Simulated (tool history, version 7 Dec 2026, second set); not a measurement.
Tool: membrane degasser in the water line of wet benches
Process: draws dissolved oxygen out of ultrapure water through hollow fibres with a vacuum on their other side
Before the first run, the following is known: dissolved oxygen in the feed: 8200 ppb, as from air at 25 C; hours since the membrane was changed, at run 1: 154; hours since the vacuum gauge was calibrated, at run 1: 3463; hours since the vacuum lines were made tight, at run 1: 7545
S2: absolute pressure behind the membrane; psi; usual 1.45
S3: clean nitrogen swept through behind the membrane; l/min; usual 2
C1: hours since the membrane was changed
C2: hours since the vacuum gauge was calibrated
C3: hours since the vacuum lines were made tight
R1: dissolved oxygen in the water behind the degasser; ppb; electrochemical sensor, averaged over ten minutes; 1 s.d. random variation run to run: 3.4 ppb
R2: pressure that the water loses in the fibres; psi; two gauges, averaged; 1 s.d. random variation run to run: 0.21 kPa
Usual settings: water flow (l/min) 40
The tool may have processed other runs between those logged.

{"run": 1, "day": 0.0, "water flow (l/min)": 40, "S2": 1.45, "S3": 2, "C1": 154, "C2": 3463, "C3": 7545, "R1": 353.8, "R2": 7.378}
{"run": 2, "day": 1.846, "water flow (l/min)": 40, "S2": 1.45, "S3": 2, "C1": 198, "C2": 3507, "C3": 7590, "R1": 349, "R2": 7.512}
{"run": 3, "day": 3.583, "water flow (l/min)": 40, "S2": 1.45, "S3": 2, "C1": 240, "C2": 3549, "C3": 7631, "R1": 348.7, "R2": 7.44}
{"run": 4, "day": 5.333, "water flow (l/min)": 40, "S2": 1.45, "S3": 2, "C1": 282, "C2": 3591, "C3": 7673, "R1": 344.7, "R2": 7.391}
{"run": 5, "day": 6.617, "water flow (l/min)": 40, "S2": 1.45, "S3": 2, "C1": 313, "C2": 3621, "C3": 7704, "R1": 342.9, "R2": 7.422}
{"run": 6, "day": 7.862, "water flow (l/min)": 40, "S2": 1.45, "S3": 2, "C1": 343, "C2": 3651, "C3": 7734, "R1": 343.2, "R2": 7.451}
{"run": 7, "day": 9.167, "water flow (l/min)": 40, "S2": 1.45, "S3": 2, "C1": 374, "C2": 3683, "C3": 7766, "R1": 348.2, "R2": 7.406}
{"run": 8, "day": 10.862, "water flow (l/min)": 40, "S2": 1.45, "S3": 2, "C1": 415, "C2": 3723, "C3": 7806, "R1": 346.2, "R2": 7.496}
{"run": 9, "day": 12.992, "water flow (l/min)": 40, "S2": 1.45, "S3": 2, "C1": 466, "C2": 3774, "C3": 7857, "R1": 347.4, "R2": 7.438}
{"run": 10, "day": 14.458, "water flow (l/min)": 40, "S2": 1.45, "S3": 2, "C1": 501, "C2": 3810, "C3": 7892, "R1": 350, "R2": 7.432}
{"day": 14.662, "done": "vacuum gauge calibrated"}
{"run": 11, "day": 16.396, "water flow (l/min)": 26, "S2": 1.45, "S3": 2, "C1": 547, "C2": 42, "C3": 7938, "R1": 229.7, "R2": 4.869}
{"run": 12, "day": 18.438, "water flow (l/min)": 26, "S2": 1.45, "S3": 2, "C1": 596, "C2": 91, "C3": 7987, "R1": 228.1, "R2": 4.894}
{"run": 13, "day": 19.421, "water flow (l/min)": 26, "S2": 1.45, "S3": 2, "C1": 620, "C2": 114, "C3": 8011, "R1": 229.2, "R2": 4.825}
{"run": 14, "day": 20.533, "water flow (l/min)": 30, "S2": 1.45, "S3": 2, "C1": 646, "C2": 141, "C3": 8038, "R1": 263.9, "R2": 5.564}
{"run": 15, "day": 22.258, "water flow (l/min)": 40, "S2": 1.45, "S3": 2, "C1": 688, "C2": 182, "C3": 8079, "R1": 349, "R2": 7.423}
{"day": 22.538, "done": "vacuum gauge calibrated, once more"}
{"run": 16, "day": 23.217, "water flow (l/min)": 40, "S2": 1.45, "S3": 2, "C1": 710, "C2": 16, "C3": 8102, "R1": 346.5, "R2": 7.506}
{"run": 17, "day": 25.183, "water flow (l/min)": 40, "S2": 1.45, "S3": 2, "C1": 757, "C2": 63, "C3": 8149, "R1": 352.1, "R2": 7.455}
{"run": 18, "day": 27.333, "water flow (l/min)": 31, "S2": 1.45, "S3": 1.54, "C1": 809, "C2": 115, "C3": 8200, "R1": 331.4, "R2": 5.803}
{"run": 19, "day": 28.342, "water flow (l/min)": 40, "S2": 1.45, "S3": 5.2, "C1": 833, "C2": 139, "C3": 8225, "R1": 174.5, "R2": 7.461}
{"run": 20, "day": 30.229, "water flow (l/min)": 58, "S2": 2.92, "S3": 1.22, "C1": 879, "C2": 185, "C3": 8270, "R1": 1445.3, "R2": 10.905}
{"day": 31.583, "done": "seals of the vacuum lines changed"}
{"run": 21, "day": 32.138, "water flow (l/min)": 26, "S2": 3.22, "S3": 1.22, "C1": 922, "C2": 228, "C3": 13, "R1": 835.3, "R2": 4.875}
{"run": 22, "day": 34.196, "water flow (l/min)": 26, "S2": 3.22, "S3": 1.22, "C1": 972, "C2": 278, "C3": 63, "R1": 836.9, "R2": 4.873}
{"run": 23, "day": 35.196, "water flow (l/min)": 26, "S2": 3.22, "S3": 1.22, "C1": 996, "C2": 302, "C3": 87, "R1": 820.8, "R2": 4.869}
{"run": 24, "day": 37.154, "water flow (l/min)": 33, "S2": 1.65, "S3": 1.54, "C1": 1043, "C2": 349, "C3": 134, "R1": 397.2, "R2": 6.19}
{"run": 25, "day": 38.85, "water flow (l/min)": 63, "S2": 1.48, "S3": 4.12, "C1": 1083, "C2": 389, "C3": 174, "R1": 365.2, "R2": 11.806}
{"run": 26, "day": 40.658, "water flow (l/min)": 63, "S2": 1.48, "S3": 4.12, "C1": 1127, "C2": 433, "C3": 218, "R1": 365.4, "R2": 11.85}
{"run": 27, "day": 42.792, "water flow (l/min)": 55, "S2": 1.12, "S3": 4.12, "C1": 1178, "C2": 484, "C3": 269, "R1": 235.6, "R2": 10.319}
{"run": 28, "day": 43.896, "water flow (l/min)": 55, "S2": 1.12, "S3": 4.12, "C1": 1205, "C2": 511, "C3": 296, "R1": 235.3, "R2": 10.303}
{"run": 29, "day": 45.508, "water flow (l/min)": 40, "S2": 2.47, "S3": 1.06, "C1": 1243, "C2": 549, "C3": 334, "R1": 1003.3, "R2": 7.552}
{"run": 30, "day": 47.446, "water flow (l/min)": 32, "S2": 3.6, "S3": 2.65, "C1": 1290, "C2": 596, "C3": 381, "R1": 604.7, "R2": 5.992}
{"run": 31, "day": 49.167, "water flow (l/min)": 32, "S2": 3.6, "S3": 2.65, "C1": 1331, "C2": 637, "C3": 422, "R1": 610.3, "R2": 5.926}
{"run": 32, "day": 51.067, "water flow (l/min)": 32, "S2": 3.6, "S3": 5.08, "C1": 1377, "C2": 683, "C3": 468, "R1": 346.3, "R2": 6.003}
{"run": 33, "day": 52.275, "water flow (l/min)": 32, "S2": 3.6, "S3": 5.08, "C1": 1406, "C2": 712, "C3": 497, "R1": 343.4, "R2": 6.003}

Some steps in R1, run to run, broken into two amounts with sign: the step expected even without the hidden condition (settings, incoming material, random variation), and the rest, left for the hidden condition together with whatever gauge scatter is not in both the measured and the hidden-condition-free result:
Hidden state at play: membrane still open, %; true pressure behind the membrane over the reading, kPa; air that leaks in behind the membrane, l/min; drift of the gauge itself on oxygen_ppb, %; drift of the gauge itself on loss_of_pressure_kpa, %.
Run 15 -> 16: vacuum gauge calibrated, once more. R1 -2.5 ppb: hidden state -4.5, all else +2.
Run 18 -> 19: water flow (l/min) 31 -> 40, S3 1.54 -> 5.2. R1 -156.9 ppb: hidden state -2.6, all else -154.3.
Run 19 -> 20: water flow (l/min) 40 -> 58, S2 1.45 -> 2.92, S3 5.2 -> 1.22. R1 +1270.8 ppb: hidden state +2.1, all else +1268.7.
Run 20 -> 21: water flow (l/min) 58 -> 26, S2 2.92 -> 3.22, seals of the vacuum lines changed. R1 -610 ppb: hidden state -4.4, all else -605.6.
Run 28 -> 29: water flow (l/min) 55 -> 40, S2 1.12 -> 2.47, S3 4.12 -> 1.06. R1 +768 ppb: hidden state +0.4, all else +767.6.

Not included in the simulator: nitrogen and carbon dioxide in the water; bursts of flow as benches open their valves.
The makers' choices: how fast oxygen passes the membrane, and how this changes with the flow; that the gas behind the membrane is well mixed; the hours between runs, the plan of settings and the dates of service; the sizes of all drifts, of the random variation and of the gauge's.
